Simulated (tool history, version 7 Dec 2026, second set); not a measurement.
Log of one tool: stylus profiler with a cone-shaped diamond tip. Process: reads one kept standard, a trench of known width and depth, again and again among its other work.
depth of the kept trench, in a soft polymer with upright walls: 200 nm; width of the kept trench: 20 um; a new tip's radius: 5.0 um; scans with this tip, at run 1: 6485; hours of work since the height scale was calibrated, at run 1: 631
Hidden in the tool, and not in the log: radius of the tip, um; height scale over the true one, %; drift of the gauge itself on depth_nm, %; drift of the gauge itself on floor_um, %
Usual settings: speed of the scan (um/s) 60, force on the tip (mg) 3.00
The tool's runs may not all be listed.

| run | hour | speed of the scan (um/s) | force on the tip (mg) | scans with this tip | hours of work since the height scale was calibrated | depth of the trench (Å) | width of the trench's floor (um) |
|---|---|---|---|---|---|---|---|
| 1 | 0.0 | 60 | 3.00 | 6485 | 631 | 2031.3 | 16.45 |
| 2 | 13.9 | 60 | 3.00 | 6583 | 641 | 2030.8 | 16.42 |
| 3 | 34.4 | 60 | 3.00 | 6728 | 655 | 2030.1 | 16.45 |
| 4 | 52.0 | 21 | 3.00 | 6852 | 667 | 2031.3 | 16.54 |
| 5 | 76.9 | 21 | 3.00 | 7028 | 684 | 2030.1 | 16.52 |
| 6 | 96.8 | 21 | 3.00 | 7169 | 698 | 2030.3 | 16.55 |
| 7 | 118.9 | 60 | 3.00 | 7325 | 713 | 2030.3 | 16.39 |
| 8 | 141.2 | 60 | 3.00 | 7483 | 728 | 2030.5 | 16.38 |
| 9 | 155.5 | 60 | 3.00 | 7584 | 738 | 2030.9 | 16.30 |
| 10 | 182.5 | 88 | 3.00 | 7775 | 757 | 2030.1 | 16.23 |
| 11 | 196.4 | 60 | 3.00 | 7873 | 766 | 2029.6 | 16.32 |
| 12 | 217.8 | 60 | 3.00 | 8024 | 781 | 2030.7 | 16.34 |
| 13 | 238.8 | 60 | 3.00 | 8173 | 795 | 2030.4 | 16.31 |
| 14 | 258.0 | 60 | 2.67 | 8308 | 809 | 2027.5 | 16.38 |
| 15 | 271.9 | 60 | 2.67 | 8406 | 818 | 2028.3 | 16.31 |
| 16 | 294.1 | 145 | 3.00 | 8563 | 833 | 2030.6 | 16.05 |
| 17 | 318.4 | 16 | 3.00 | 8735 | 850 | 2029.5 | 16.43 |
| 18 | 336.2 | 16 | 3.00 | 8861 | 862 | 2029.3 | 16.44 |
| 19 | 355.8 | 16 | 3.00 | 9000 | 876 | 2030.2 | 16.36 |
| 20 | 377.3 | 16 | 3.00 | 9151 | 891 | 2030.0 | 16.38 |
| 21 | 390.3 | 16 | 3.00 | 9243 | 900 | 2029.9 | 16.38 |
|  | 411.1 | height scale calibrated on a step standard |
| 22 | 414.5 | 16 | 3.00 | 9410 | 2 | 2034.5 | 16.41 |
| 23 | 429.3 | 15 | 6.71 | 9515 | 13 | 2059.8 | 16.39 |
| 24 | 448.3 | 125 | 4.91 | 9649 | 26 | 2048.0 | 16.10 |
| 25 | 475.4 | 125 | 4.91 | 9841 | 44 | 2048.6 | 16.07 |
| 26 | 498.7 | 139 | 4.12 | 10005 | 60 | 2042.4 | 15.99 |
| 27 | 512.2 | 19 | 3.00 | 10101 | 70 | 2035.5 | 16.30 |
| 28 | 530.9 | 25 | 4.23 | 10233 | 82 | 2044.0 | 16.31 |
| 29 | 549.5 | 30 | 4.16 | 10364 | 95 | 2043.0 | 16.31 |
| 30 | 567.7 | 103 | 2.05 | 10493 | 108 | 2025.9 | 15.93 |
| 31 | 591.5 | 86 | 8.97 | 10661 | 124 | 2072.5 | 16.20 |
| 32 | 610.2 | 86 | 8.97 | 10793 | 137 | 2071.1 | 16.15 |
| 33 | 636.9 | 25 | 5.42 | 10982 | 155 | 2050.2 | 16.30 |
| 34 | 665.8 | 25 | 5.42 | 11186 | 175 | 2051.3 | 16.23 |
| 35 | 691.5 | 25 | 5.42 | 11368 | 193 | 2051.2 | 16.19 |
| 36 | 708.0 | 39 | 2.37 | 11485 | 204 | 2029.4 | 16.13 |
| 37 | 737.5 | 235 | 2.37 | 11693 | 225 | 2028.1 | 15.30 |
| 38 | 758.6 | 22 | 1.68 | 11842 | 239 | 2021.7 | 16.14 |
| 39 | 770.6 | 36 | 2.64 | 11927 | 247 | 2031.3 | 16.09 |
| 40 | 782.7 | 36 | 2.64 | 12013 | 256 | 2030.6 | 16.16 |
| 41 | 799.3 | 60 | 2.58 | 12130 | 267 | 2030.1 | 16.00 |
| 42 | 824.9 | 60 | 2.58 | 12311 | 285 | 2030.4 | 15.99 |
| 43 | 846.8 | 108 | 2.43 | 12465 | 300 | 2027.7 | 15.80 |

Hidden state or all else? Some run-to-run changes of depth of the trench (Å), split into what the settings, what came in and random variation would give without the hidden state, and what is left for the hidden state (with any gauge scatter that isn't in both results):
Run 2 -> 3: no setting changed, nothing entered. depth of the trench (Å) -0.7: hidden state -0.2, all else -0.5.
Run 21 -> 22: height scale calibrated on a step standard. depth of the trench (Å) +4.6: hidden state +5.3, all else -0.7.
Run 22 -> 23: speed of the scan (um/s) 16 -> 15, force on the tip (mg) 3.00 -> 6.71. depth of the trench (Å) +25.3: hidden state +0.0, all else +25.3.
Run 23 -> 24: speed of the scan (um/s) 15 -> 125, force on the tip (mg) 6.71 -> 4.91. depth of the trench (Å) -11.8: hidden state -0.2, all else -11.6.
Run 30 -> 31: speed of the scan (um/s) 103 -> 86, force on the tip (mg) 2.05 -> 8.97. depth of the trench (Å) +46.6: hidden state +0.0, all else +46.6.
Run 35 -> 36: speed of the scan (um/s) 25 -> 39, force on the tip (mg) 5.42 -> 2.37. depth of the trench (Å) -21.8: hidden state +0.0, all else -21.8.
